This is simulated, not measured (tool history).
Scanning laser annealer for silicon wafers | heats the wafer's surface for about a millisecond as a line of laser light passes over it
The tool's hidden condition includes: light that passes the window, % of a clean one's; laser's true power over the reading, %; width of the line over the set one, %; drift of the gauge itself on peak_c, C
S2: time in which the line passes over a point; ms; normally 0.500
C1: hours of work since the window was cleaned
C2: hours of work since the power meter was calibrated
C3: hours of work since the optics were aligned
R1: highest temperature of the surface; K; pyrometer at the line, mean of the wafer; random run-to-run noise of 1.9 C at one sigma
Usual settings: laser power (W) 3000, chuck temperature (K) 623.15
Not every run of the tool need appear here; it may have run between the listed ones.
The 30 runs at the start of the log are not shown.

{"run": 31, "hour": 204.4, "laser power (W)": 3000, "S2": 0.45, "chuck temperature (K)": 623.15, "C1": 32, "C2": 197, "C3": 331, "R1": 1321.15}
{"run": 32, "hour": 210.1, "laser power (W)": 3169, "S2": 0.507, "chuck temperature (K)": 656.15, "C1": 34, "C2": 200, "C3": 334, "R1": 1448.15}
{"run": 33, "hour": 219.4, "laser power (W)": 3169, "S2": 0.356, "chuck temperature (K)": 656.15, "C1": 39, "C2": 204, "C3": 339, "R1": 1307.15}
{"run": 34, "hour": 224.2, "laser power (W)": 3000, "S2": 0.532, "chuck temperature (K)": 623.15, "C1": 42, "C2": 207, "C3": 342, "R1": 1395.15}
{"run": 35, "hour": 228.9, "laser power (W)": 3000, "S2": 0.532, "chuck temperature (K)": 623.15, "C1": 44, "C2": 209, "C3": 344, "R1": 1393.15}
{"run": 36, "hour": 236.8, "laser power (W)": 3000, "S2": 0.532, "chuck temperature (K)": 623.15, "C1": 48, "C2": 213, "C3": 348, "R1": 1395.15}
{"run": 37, "hour": 243.3, "laser power (W)": 2731, "S2": 0.606, "chuck temperature (K)": 658.15, "C1": 52, "C2": 217, "C3": 352, "R1": 1407.15}
{"run": 38, "hour": 251.8, "laser power (W)": 2731, "S2": 0.606, "chuck temperature (K)": 658.15, "C1": 56, "C2": 221, "C3": 356, "R1": 1407.15}
{"run": 39, "hour": 256.4, "laser power (W)": 2731, "S2": 0.606, "chuck temperature (K)": 658.15, "C1": 59, "C2": 224, "C3": 358, "R1": 1407.15}
{"run": 40, "hour": 265.7, "laser power (W)": 2731, "S2": 0.565, "chuck temperature (K)": 658.15, "C1": 63, "C2": 228, "C3": 363, "R1": 1379.15}
{"run": 41, "hour": 269.8, "laser power (W)": 3084, "S2": 0.377, "chuck temperature (K)": 590.15, "C1": 65, "C2": 231, "C3": 365, "R1": 1242.15}

3 options for the next run, each taken on its own from the tool as it stands now. Forecast them:
{"run": "A", "hour": 275.5, "laser power (W)": 3045, "S2": 0.55, "chuck temperature (K)": 659.15, "C1": 68, "C2": 234, "C3": 368, "R1": "?"}
{"run": "B", "hour": 275.5, "laser power (W)": 3059, "S2": 0.591, "chuck temperature (K)": 592.15, "C1": 68, "C2": 234, "C3": 368, "R1": "?"}
{"run": "C", "hour": 275.5, "laser power (W)": 3168, "S2": 0.475, "chuck temperature (K)": 623.15, "C1": 68, "C2": 234, "C3": 368, "R1": "?"}

run=A R1=1454.15
run=B R1=1426.15
run=C R1=1385.15
With no hidden state in the tool, these same runs would have given:
run=A R1=1462.15
run=B R1=1435.15
run=C R1=1393.15
